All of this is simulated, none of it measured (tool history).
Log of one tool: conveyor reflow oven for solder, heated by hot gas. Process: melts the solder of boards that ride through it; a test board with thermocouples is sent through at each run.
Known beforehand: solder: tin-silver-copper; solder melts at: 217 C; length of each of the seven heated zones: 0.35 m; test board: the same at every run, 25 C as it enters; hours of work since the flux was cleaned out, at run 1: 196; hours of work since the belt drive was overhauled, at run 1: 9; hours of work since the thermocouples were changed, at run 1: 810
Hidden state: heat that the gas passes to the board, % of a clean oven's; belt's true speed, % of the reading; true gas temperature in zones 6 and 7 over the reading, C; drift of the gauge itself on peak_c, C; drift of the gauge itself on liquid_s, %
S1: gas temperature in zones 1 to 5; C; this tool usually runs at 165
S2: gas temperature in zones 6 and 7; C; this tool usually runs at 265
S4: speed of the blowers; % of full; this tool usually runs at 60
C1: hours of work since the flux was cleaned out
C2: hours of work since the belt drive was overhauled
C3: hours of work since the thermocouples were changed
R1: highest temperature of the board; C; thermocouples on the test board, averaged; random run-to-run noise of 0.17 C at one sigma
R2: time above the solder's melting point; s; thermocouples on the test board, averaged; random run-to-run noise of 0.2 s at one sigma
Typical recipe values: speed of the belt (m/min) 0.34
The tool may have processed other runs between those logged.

{"run": 1, "day": 0.0, "S1": 165, "S2": 265, "speed of the belt (m/min)": 0.34, "S4": 60, "C1": 196, "C2": 9, "C3": 810, "R1": 247.1, "R2": 80.8}
{"run": 2, "day": 0.75, "S1": 165, "S2": 265, "speed of the belt (m/min)": 0.275, "S4": 60, "C1": 210, "C2": 22, "C3": 824, "R1": 253.5, "R2": 113.4}
{"run": 3, "day": 1.133, "S1": 165, "S2": 265, "speed of the belt (m/min)": 0.275, "S4": 60, "C1": 217, "C2": 29, "C3": 831, "R1": 253.6, "R2": 113.7}
{"run": 4, "day": 1.771, "S1": 165, "S2": 265, "speed of the belt (m/min)": 0.275, "S4": 60, "C1": 228, "C2": 41, "C3": 842, "R1": 253.5, "R2": 113.5}
{"run": 5, "day": 2.35, "S1": 155, "S2": 265, "speed of the belt (m/min)": 0.275, "S4": 60, "C1": 239, "C2": 52, "C3": 853, "R1": 252.4, "R2": 105.9}
{"day": 2.858, "done": "flux residue cleaned out of gas plates and filters"}
{"run": 6, "day": 3.167, "S1": 155, "S2": 265, "speed of the belt (m/min)": 0.275, "S4": 60, "C1": 6, "C2": 63, "C3": 864, "R1": 252.4, "R2": 106.3}
{"run": 7, "day": 3.55, "S1": 155, "S2": 265, "speed of the belt (m/min)": 0.275, "S4": 60, "C1": 13, "C2": 70, "C3": 871, "R1": 252.3, "R2": 106.1}
{"run": 8, "day": 3.946, "S1": 155, "S2": 265, "speed of the belt (m/min)": 0.275, "S4": 60, "C1": 20, "C2": 77, "C3": 878, "R1": 252.3, "R2": 106.1}
{"run": 9, "day": 4.262, "S1": 173, "S2": 265, "speed of the belt (m/min)": 0.34, "S4": 60, "C1": 26, "C2": 83, "C3": 884, "R1": 248.4, "R2": 87.4}
{"day": 4.833, "done": "thermocouples of zones 6 and 7 changed"}
{"run": 10, "day": 4.908, "S1": 173, "S2": 265, "speed of the belt (m/min)": 0.34, "S4": 60, "C1": 36, "C2": 93, "C3": 1, "R1": 248.7, "R2": 87.5}
{"run": 11, "day": 5.392, "S1": 165, "S2": 258, "speed of the belt (m/min)": 0.34, "S4": 60, "C1": 45, "C2": 102, "C3": 10, "R1": 241, "R2": 72.4}
{"run": 12, "day": 6.067, "S1": 165, "S2": 255, "speed of the belt (m/min)": 0.34, "S4": 60, "C1": 57, "C2": 114, "C3": 22, "R1": 238.7, "R2": 68.4}
{"run": 13, "day": 6.412, "S1": 165, "S2": 255, "speed of the belt (m/min)": 0.34, "S4": 60, "C1": 63, "C2": 120, "C3": 29, "R1": 238.6, "R2": 67.7}
{"run": 14, "day": 7.138, "S1": 165, "S2": 265, "speed of the belt (m/min)": 0.271, "S4": 60, "C1": 77, "C2": 134, "C3": 42, "R1": 253.8, "R2": 115.8}
{"run": 15, "day": 7.8, "S1": 150, "S2": 265, "speed of the belt (m/min)": 0.271, "S4": 60, "C1": 89, "C2": 146, "C3": 54, "R1": 252.6, "R2": 105.5}
{"run": 16, "day": 8.458, "S1": 150, "S2": 265, "speed of the belt (m/min)": 0.271, "S4": 60, "C1": 101, "C2": 158, "C3": 66, "R1": 252.2, "R2": 105.3}
{"run": 17, "day": 9.217, "S1": 165, "S2": 265, "speed of the belt (m/min)": 0.361, "S4": 65, "C1": 114, "C2": 172, "C3": 80, "R1": 246.8, "R2": 75.4}

Forecast run 18:
{"run": 18, "day": 9.683, "S1": 171, "S2": 265, "speed of the belt (m/min)": 0.34, "S4": 66, "C1": 123, "C2": 180, "C3": 88, "R1": "?", "R2": "?"}

R1: 250.1 C
R2: 88.9 s
The same run, on a tool lacking any hidden state, would have yielded R1 250.2 C, R2 88.9 s.
